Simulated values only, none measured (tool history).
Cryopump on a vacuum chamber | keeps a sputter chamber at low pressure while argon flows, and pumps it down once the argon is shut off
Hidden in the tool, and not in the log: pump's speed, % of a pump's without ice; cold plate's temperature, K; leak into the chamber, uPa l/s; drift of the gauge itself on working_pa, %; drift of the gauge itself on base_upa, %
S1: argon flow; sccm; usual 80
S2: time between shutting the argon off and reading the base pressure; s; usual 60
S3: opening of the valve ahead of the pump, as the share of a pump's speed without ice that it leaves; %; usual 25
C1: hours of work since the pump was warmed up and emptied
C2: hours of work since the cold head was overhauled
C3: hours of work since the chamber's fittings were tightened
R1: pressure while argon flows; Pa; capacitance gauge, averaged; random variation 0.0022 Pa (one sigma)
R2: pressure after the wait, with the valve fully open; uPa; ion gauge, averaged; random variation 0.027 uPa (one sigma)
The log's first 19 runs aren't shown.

Run 20, hour 214.9: usual settings but S1 144 sccm, S3 19 %; C1 517; C2 517; C3 860. Result: R1 1.3301 Pa, R2 1.8 uPa.
Run 21, hour 226.6: usual settings but S1 144 sccm, S3 19 %; C1 525; C2 525; C3 869. Result: R1 1.3447 Pa, R2 1.86 uPa.
Run 22, hour 234.7: usual settings but S1 83 sccm, S2 25 s, S3 21 %; C1 531; C2 531; C3 874. Result: R1 0.7023 Pa, R2 3.27 uPa.
Run 23, hour 243.3: usual settings but S1 129 sccm, S2 22 s, S3 23 %; C1 538; C2 538; C3 881. Result: R1 1.0089 Pa, R2 3.5 uPa.
Run 24, hour 255.8: usual settings but S2 52 s; C1 547; C2 547; C3 890. Result: R1 0.5747 Pa, R2 2.07 uPa.
Run 25, hour 267.5: usual settings but S1 142 sccm, S2 34 s, S3 18 %; C1 555; C2 555; C3 899. Result: R1 1.3931 Pa, R2 2.6 uPa.
Run 26, hour 275.6: usual settings but S1 142 sccm, S2 34 s, S3 18 %; C1 561; C2 561; C3 905. Result: R1 1.3815 Pa, R2 2.7 uPa.
At hour 287.2: pump warmed up, emptied and cooled again.
Run 27, hour 288.1: usual settings but S1 142 sccm, S2 34 s, S3 18 %; C1 1; C2 567; C3 910. Result: R1 1.3118 Pa, R2 2.34 uPa.
Run 28, hour 298.4: usual settings but S1 142 sccm, S2 34 s, S3 18 %; C1 8; C2 574; C3 918. Result: R1 1.3204 Pa, R2 2.45 uPa.
Run 29, hour 313.2: usual settings but S1 142 sccm, S2 34 s, S3 18 %; C1 19; C2 585; C3 929. Result: R1 1.3096 Pa, R2 2.36 uPa.
Run 30, hour 326.3: usual settings but S1 142 sccm, S2 34 s, S3 18 %; C1 29; C2 595; C3 938. Result: R1 1.318 Pa, R2 2.38 uPa.
Run 31, hour 340.6: usual settings but S1 142 sccm, S2 34 s, S3 18 %; C1 39; C2 605; C3 949. Result: R1 1.3174 Pa, R2 2.38 uPa.
Run 32, hour 352.9: usual settings but S1 71 sccm, S2 21 s; C1 48; C2 615; C3 958. Result: R1 0.479 Pa, R2 3.47 uPa.
Run 33, hour 369.1: usual settings but S1 56 sccm, S2 300 s, S3 44 %; C1 60; C2 626; C3 970. Result: R1 0.2156 Pa, R2 0.97 uPa.

4 ways to go on from here, each from the tool as it stands after run 33. What would each give?
Run A, hour 377.2: usual settings but S2 131 s; C1 66; C2 632; C3 976. Result: R1 ?, R2 ?.
Run B, hour 377.2: usual settings but S1 93 sccm; C1 66; C2 632; C3 976. Result: R1 ?, R2 ?.
Run C, hour 377.2: usual settings but S3 52 %; C1 66; C2 632; C3 976. Result: R1 ?, R2 ?.
Run D, hour 377.2: usual settings but S1 46 sccm, S2 118 s, S3 44 %; C1 66; C2 632; C3 976. Result: R1 ?, R2 ?.

run      R1    R2
  A  0.5379   1.2
  B  0.6258  1.71
  C  0.2613  1.71
  D  0.1772   1.2
Without the tool's hidden state the same runs would have given:
run      R1    R2
  A  0.5317  0.76
  B  0.6186  1.26
  C  0.2551  1.25
  D  0.1737  0.75
